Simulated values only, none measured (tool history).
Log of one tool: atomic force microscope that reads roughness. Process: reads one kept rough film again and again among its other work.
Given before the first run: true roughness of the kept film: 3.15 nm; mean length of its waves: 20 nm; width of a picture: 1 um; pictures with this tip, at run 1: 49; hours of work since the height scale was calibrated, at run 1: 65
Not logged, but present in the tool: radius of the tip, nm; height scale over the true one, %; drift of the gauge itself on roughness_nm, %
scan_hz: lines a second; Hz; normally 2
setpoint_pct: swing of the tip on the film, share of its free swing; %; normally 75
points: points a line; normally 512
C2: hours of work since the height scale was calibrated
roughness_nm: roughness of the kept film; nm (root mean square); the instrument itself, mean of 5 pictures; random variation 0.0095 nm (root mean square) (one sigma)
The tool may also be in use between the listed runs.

run 1 hour=0 | scan_hz=2 setpoint_pct=75 points=512 | pictures_with_this_tip=49 C2=65 | roughness_nm=1.626
run 2 hour=6 | scan_hz=2 setpoint_pct=75 points=512 | pictures_with_this_tip=58 C2=68 | roughness_nm=1.551
-- hour=8.2 new tip fitted
run 3 hour=13.9 | scan_hz=2 setpoint_pct=88 points=512 | pictures_with_this_tip=9 C2=72 | roughness_nm=1.873
run 4 hour=21.3 | scan_hz=2 setpoint_pct=88 points=512 | pictures_with_this_tip=20 C2=77 | roughness_nm=1.757
run 5 hour=29.3 | scan_hz=2 setpoint_pct=88 points=512 | pictures_with_this_tip=32 C2=81 | roughness_nm=1.661
run 6 hour=34.6 | scan_hz=2 setpoint_pct=88 points=512 | pictures_with_this_tip=40 C2=84 | roughness_nm=1.6
run 7 hour=42.6 | scan_hz=2 setpoint_pct=88 points=512 | pictures_with_this_tip=53 C2=88 | roughness_nm=1.523
-- hour=48.6 new tip fitted
run 8 hour=51 | scan_hz=0.55 setpoint_pct=88 points=512 | pictures_with_this_tip=4 C2=93 | roughness_nm=2.184
run 9 hour=57.4 | scan_hz=0.55 setpoint_pct=88 points=264 | pictures_with_this_tip=14 C2=96 | roughness_nm=2.017
run 10 hour=62.9 | scan_hz=0.55 setpoint_pct=88 points=264 | pictures_with_this_tip=22 C2=99 | roughness_nm=1.917
run 11 hour=71.9 | scan_hz=0.55 setpoint_pct=88 points=264 | pictures_with_this_tip=36 C2=104 | roughness_nm=1.8
run 12 hour=82.1 | scan_hz=3.7 setpoint_pct=88 points=264 | pictures_with_this_tip=51 C2=110 | roughness_nm=1.29
-- hour=88.8 new tip fitted
run 13 hour=89.8 | scan_hz=3.7 setpoint_pct=88 points=264 | pictures_with_this_tip=1 C2=114 | roughness_nm=1.645
run 14 hour=100.1 | scan_hz=1.12 setpoint_pct=75 points=512 | pictures_with_this_tip=17 C2=120 | roughness_nm=2.046
run 15 hour=106.3 | scan_hz=1.12 setpoint_pct=75 points=512 | pictures_with_this_tip=27 C2=123 | roughness_nm=1.941
run 16 hour=114.2 | scan_hz=1.12 setpoint_pct=75 points=512 | pictures_with_this_tip=39 C2=128 | roughness_nm=1.823
run 17 hour=124.7 | scan_hz=1.12 setpoint_pct=75 points=512 | pictures_with_this_tip=55 C2=134 | roughness_nm=1.723
-- hour=129.5 new tip fitted
run 18 hour=131.6 | scan_hz=3.99 setpoint_pct=59 points=525 | pictures_with_this_tip=3 C2=137 | roughness_nm=2.11
run 19 hour=140.6 | scan_hz=1.01 setpoint_pct=72 points=512 | pictures_with_this_tip=17 C2=142 | roughness_nm=2.037
run 20 hour=145.1 | scan_hz=2 setpoint_pct=60 points=734 | pictures_with_this_tip=24 C2=145 | roughness_nm=1.966
run 21 hour=151.8 | scan_hz=2 setpoint_pct=60 points=734 | pictures_with_this_tip=34 C2=148 | roughness_nm=1.893
run 22 hour=162.5 | scan_hz=2 setpoint_pct=58 points=512 | pictures_with_this_tip=51 C2=154 | roughness_nm=1.745
-- hour=169.8 new tip fitted
run 23 hour=173.7 | scan_hz=3.42 setpoint_pct=86 points=512 | pictures_with_this_tip=6 C2=160 | roughness_nm=1.708
run 24 hour=182.5 | scan_hz=2 setpoint_pct=75 points=634 | pictures_with_this_tip=20 C2=165 | roughness_nm=1.887
run 25 hour=188.8 | scan_hz=1.77 setpoint_pct=79 points=344 | pictures_with_this_tip=29 C2=169 | roughness_nm=1.771
run 26 hour=198.8 | scan_hz=1.77 setpoint_pct=79 points=344 | pictures_with_this_tip=45 C2=174 | roughness_nm=1.639
run 27 hour=208.4 | scan_hz=2 setpoint_pct=71 points=597 | pictures_with_this_tip=59 C2=180 | roughness_nm=1.609
-- hour=210.2 new tip fitted
run 28 hour=214.5 | scan_hz=2 setpoint_pct=71 points=597 | pictures_with_this_tip=7 C2=183 | roughness_nm=2.115
run 29 hour=223.6 | scan_hz=1.34 setpoint_pct=75 points=424 | pictures_with_this_tip=21 C2=188 | roughness_nm=1.96
run 30 hour=230.7 | scan_hz=1.34 setpoint_pct=75 points=424 | pictures_with_this_tip=31 C2=192 | roughness_nm=1.884
run 31 hour=240.6 | scan_hz=1.08 setpoint_pct=75 points=426 | pictures_with_this_tip=47 C2=197 | roughness_nm=1.78
run 32 hour=245.6 | scan_hz=1.08 setpoint_pct=75 points=426 | pictures_with_this_tip=54 C2=200 | roughness_nm=1.719
-- hour=250.9 new tip fitted
run 33 hour=257 | scan_hz=1.04 setpoint_pct=63 points=304 | pictures_with_this_tip=9 C2=206 | roughness_nm=2.166

4 ways to go on from here, each from the tool as it stands after run 33. What would each give?
run A hour=262.8 | scan_hz=1.69 setpoint_pct=61 points=639 | pictures_with_this_tip=18 C2=209 | roughness_nm=?
run B hour=262.8 | scan_hz=1.04 setpoint_pct=65 points=265 | pictures_with_this_tip=18 C2=209 | roughness_nm=?
run C hour=262.8 | scan_hz=2.75 setpoint_pct=85 points=355 | pictures_with_this_tip=18 C2=209 | roughness_nm=?
run D hour=262.8 | scan_hz=0.99 setpoint_pct=63 points=304 | pictures_with_this_tip=18 C2=209 | roughness_nm=?

run=A roughness_nm=2.092
run=B roughness_nm=2.02
run=C roughness_nm=1.699
run=D roughness_nm=2.059
With no hidden state in the tool, these same runs would have given:
run=A roughness_nm=2.315
run=B roughness_nm=2.236
run=C roughness_nm=1.879
run=D roughness_nm=2.279
